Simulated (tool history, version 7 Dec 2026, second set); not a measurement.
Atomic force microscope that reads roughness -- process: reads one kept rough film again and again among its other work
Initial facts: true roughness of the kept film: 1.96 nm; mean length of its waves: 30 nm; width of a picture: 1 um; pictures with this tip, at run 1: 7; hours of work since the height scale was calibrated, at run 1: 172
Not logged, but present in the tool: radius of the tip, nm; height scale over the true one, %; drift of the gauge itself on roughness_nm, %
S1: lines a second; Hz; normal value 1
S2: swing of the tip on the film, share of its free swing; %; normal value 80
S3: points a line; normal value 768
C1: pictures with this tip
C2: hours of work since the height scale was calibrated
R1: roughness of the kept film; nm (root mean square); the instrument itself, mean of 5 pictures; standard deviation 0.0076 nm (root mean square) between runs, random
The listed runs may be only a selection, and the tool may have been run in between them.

| run | hour | S1 | S2 | S3 | C1 | C2 | R1 |
|---|---|---|---|---|---|---|---|
| 1 | 0 | 1 | 80 | 768 | 7 | 172 | 1.568 |
| 2 | 15.3 | 1 | 80 | 768 | 39 | 182 | 1.421 |
| 3 | 32.5 | 1 | 80 | 768 | 74 | 194 | 1.296 |
|  | 37.4 | new tip fitted |
| 4 | 51 | 1 | 80 | 768 | 29 | 206 | 1.476 |
| 5 | 61.8 | 1 | 60 | 768 | 51 | 213 | 1.485 |
| 6 | 73 | 1 | 60 | 768 | 74 | 220 | 1.393 |
|  | 78.7 | new tip fitted |
| 7 | 86.1 | 1 | 60 | 768 | 15 | 229 | 1.659 |
| 8 | 99 | 1 | 60 | 768 | 42 | 237 | 1.535 |
| 9 | 111 | 1 | 80 | 768 | 66 | 245 | 1.334 |
|  | 119.4 | new tip fitted |
| 10 | 134 | 0.74 | 80 | 768 | 30 | 260 | 1.516 |
| 11 | 150.5 | 0.74 | 80 | 768 | 64 | 271 | 1.388 |
|  | 160.6 | new tip fitted |
| 12 | 162.9 | 1 | 56 | 768 | 5 | 279 | 1.71 |
| 13 | 175.9 | 1 | 80 | 768 | 31 | 287 | 1.449 |
| 14 | 186.5 | 1 | 80 | 768 | 53 | 294 | 1.365 |
|  | 201.7 | new tip fitted |
| 15 | 209.9 | 1 | 80 | 768 | 17 | 309 | 1.519 |
| 16 | 231.7 | 1 | 80 | 768 | 62 | 324 | 1.344 |
|  | 241.9 | new tip fitted |
| 17 | 253.8 | 1.32 | 80 | 768 | 24 | 338 | 1.444 |
| 18 | 267.2 | 1.32 | 80 | 768 | 52 | 347 | 1.337 |
|  | 282.2 | new tip fitted |
| 19 | 282.2 | 1.32 | 80 | 768 | 0 | 356 | 1.557 |
| 20 | 297.9 | 1.32 | 80 | 768 | 32 | 367 | 1.416 |
| 21 | 310.4 | 1.32 | 80 | 768 | 58 | 375 | 1.324 |
|  | 322.5 | new tip fitted |
| 22 | 322.5 | 1.32 | 80 | 768 | 0 | 383 | 1.572 |
| 23 | 342.6 | 1.32 | 80 | 768 | 41 | 396 | 1.367 |
|  | 362.9 | new tip fitted |
| 24 | 366 | 1.32 | 80 | 768 | 7 | 411 | 1.5 |
| 25 | 387.9 | 1.32 | 80 | 768 | 52 | 426 | 1.33 |
|  | 403.4 | new tip fitted |
| 26 | 407.2 | 1.32 | 80 | 768 | 8 | 438 | 1.507 |
| 27 | 425.7 | 0.66 | 80 | 462 | 46 | 450 | 1.46 |
|  | 444.7 | new tip fitted |
| 28 | 447.5 | 0.88 | 85 | 478 | 6 | 464 | 1.544 |
| 29 | 460.2 | 0.88 | 85 | 478 | 32 | 473 | 1.436 |
| 30 | 480.1 | 0.56 | 58 | 478 | 73 | 486 | 1.438 |
|  | 485.6 | new tip fitted |
| 31 | 501.9 | 0.56 | 58 | 478 | 34 | 500 | 1.594 |
| 32 | 524.6 | 0.56 | 58 | 478 | 81 | 515 | 1.407 |
|  | 527.3 | new tip fitted |
| 33 | 545.2 | 0.78 | 62 | 286 | 36 | 528 | 1.554 |
| 34 | 564.1 | 2.34 | 87 | 389 | 75 | 541 | 1.051 |
|  | 568.6 | new tip fitted |
| 35 | 583.2 | 2.34 | 87 | 389 | 30 | 553 | 1.175 |
| 36 | 600.2 | 0.62 | 86 | 345 | 65 | 564 | 1.338 |
|  | 608.8 | new tip fitted |
| 37 | 623.4 | 0.62 | 86 | 345 | 30 | 579 | 1.476 |
| 38 | 648 | 0.62 | 86 | 383 | 81 | 595 | 1.279 |
|  | 649.6 | new tip fitted |
| 39 | 669.2 | 2.07 | 80 | 813 | 41 | 609 | 1.276 |
| 40 | 688 | 1 | 62 | 819 | 79 | 621 | 1.376 |
|  | 690 | new tip fitted |
| 41 | 710.2 | 1 | 62 | 819 | 42 | 636 | 1.521 |
| 42 | 727.8 | 2.64 | 62 | 819 | 78 | 647 | 1.309 |
|  | 730 | new tip fitted |
| 43 | 752 | 1.37 | 80 | 495 | 45 | 663 | 1.352 |
| 44 | 764.4 | 1.37 | 80 | 495 | 71 | 671 | 1.27 |
|  | 771.5 | new tip fitted |
| 45 | 776.3 | 1.37 | 80 | 495 | 9 | 679 | 1.489 |
| 46 | 792.8 | 0.99 | 80 | 324 | 43 | 690 | 1.391 |
|  | 812.9 | new tip fitted |
| 47 | 815.2 | 0.63 | 85 | 267 | 5 | 704 | 1.581 |

Hidden condition of the tool, last listed run before each entry between runs versus first listed run after:
From run 3 to run 4: new tip fitted (hour 37.4)
  radius of the tip, nm: 41.2 -> 21.9
  measured result minus the result with no hidden state, R1: -0.323 -> -0.141 nm (root mean square)
From run 6 to run 7: new tip fitted (hour 78.7)
  radius of the tip, nm: 41.7 -> 15.7
  measured result minus the result with no hidden state, R1: -0.35 -> -0.076 nm (root mean square)
From run 9 to run 10: new tip fitted (hour 119.4)
  radius of the tip, nm: 35 -> 22.3; height scale over the true one, %: -0.12 -> -0.13
  measured result minus the result with no hidden state, R1: -0.267 -> -0.149 nm (root mean square)
From run 11 to run 12: new tip fitted (hour 160.6)
  radius of the tip, nm: 36.3 -> 13.2; height scale over the true one, %: -0.13 -> -0.14
  measured result minus the result with no hidden state, R1: -0.291 -> -0.045 nm (root mean square)
From run 14 to run 15: new tip fitted (hour 201.7)
  radius of the tip, nm: 32.2 -> 17.2; height scale over the true one, %: -0.14 -> -0.15
  measured result minus the result with no hidden state, R1: -0.242 -> -0.089 nm (root mean square)
From run 16 to run 17: new tip fitted (hour 241.9)
  radius of the tip, nm: 34.8 -> 19.9
  measured result minus the result with no hidden state, R1: -0.267 -> -0.116 nm (root mean square)
From run 18 to run 19: new tip fitted (hour 282.2)
  radius of the tip, nm: 31.1 -> 10.1
  measured result minus the result with no hidden state, R1: -0.226 -> -0.004 nm (root mean square)
From run 21 to run 22: new tip fitted (hour 322.5)
  radius of the tip, nm: 32.1 -> 10.4; height scale over the true one, %: -0.18 -> -0.19
  measured result minus the result with no hidden state, R1: -0.235 -> -0.008 nm (root mean square)
From run 23 to run 24: new tip fitted (hour 362.9)
  radius of the tip, nm: 27.7 -> 14.4; height scale over the true one, %: -0.19 -> -0.2
  measured result minus the result with no hidden state, R1: -0.195 -> -0.056 nm (root mean square)
From run 25 to run 26: new tip fitted (hour 403.4)
  radius of the tip, nm: 32.7 -> 14
  measured result minus the result with no hidden state, R1: -0.241 -> -0.051 nm (root mean square)
From run 27 to run 28: new tip fitted (hour 444.7)
  radius of the tip, nm: 28.2 -> 14.1
  measured result minus the result with no hidden state, R1: -0.214 -> -0.054 nm (root mean square)
From run 30 to run 31: new tip fitted (hour 485.6)
  radius of the tip, nm: 39.6 -> 22.8; height scale over the true one, %: -0.23 -> -0.24
  measured result minus the result with no hidden state, R1: -0.34 -> -0.165 nm (root mean square)
From run 32 to run 33: new tip fitted (hour 527.3)
  radius of the tip, nm: 41.3 -> 24.4
  measured result minus the result with no hidden state, R1: -0.355 -> -0.181 nm (root mean square)
From run 34 to run 35: new tip fitted (hour 568.6)
  radius of the tip, nm: 38.8 -> 23.3; height scale over the true one, %: -0.26 -> -0.27
  measured result minus the result with no hidden state, R1: -0.244 -> -0.126 nm (root mean square)
From run 36 to run 37: new tip fitted (hour 608.8)
  radius of the tip, nm: 37.7 -> 23.2; height scale over the true one, %: -0.27 -> -0.28
  measured result minus the result with no hidden state, R1: -0.297 -> -0.159 nm (root mean square)
From run 38 to run 39: new tip fitted (hour 649.6)
  radius of the tip, nm: 45.2 -> 27.4; height scale over the true one, %: -0.28 -> -0.29
  measured result minus the result with no hidden state, R1: -0.359 -> -0.18 nm (root mean square)
From run 40 to run 41: new tip fitted (hour 690)
  radius of the tip, nm: 42.3 -> 26.3
  measured result minus the result with no hidden state, R1: -0.356 -> -0.201 nm (root mean square)
From run 42 to run 43: new tip fitted (hour 730)
  radius of the tip, nm: 40 -> 27.9; height scale over the true one, %: -0.31 -> -0.32
  measured result minus the result with no hidden state, R1: -0.316 -> -0.197 nm (root mean square)
From run 44 to run 45: new tip fitted (hour 771.5)
  radius of the tip, nm: 38.1 -> 14.2
  measured result minus the result with no hidden state, R1: -0.286 -> -0.055 nm (root mean square)
From run 46 to run 47: new tip fitted (hour 812.9)
  radius of the tip, nm: 28.8 -> 12.9; height scale over the true one, %: -0.33 -> -0.34
  measured result minus the result with no hidden state, R1: -0.212 -> -0.042 nm (root mean square)

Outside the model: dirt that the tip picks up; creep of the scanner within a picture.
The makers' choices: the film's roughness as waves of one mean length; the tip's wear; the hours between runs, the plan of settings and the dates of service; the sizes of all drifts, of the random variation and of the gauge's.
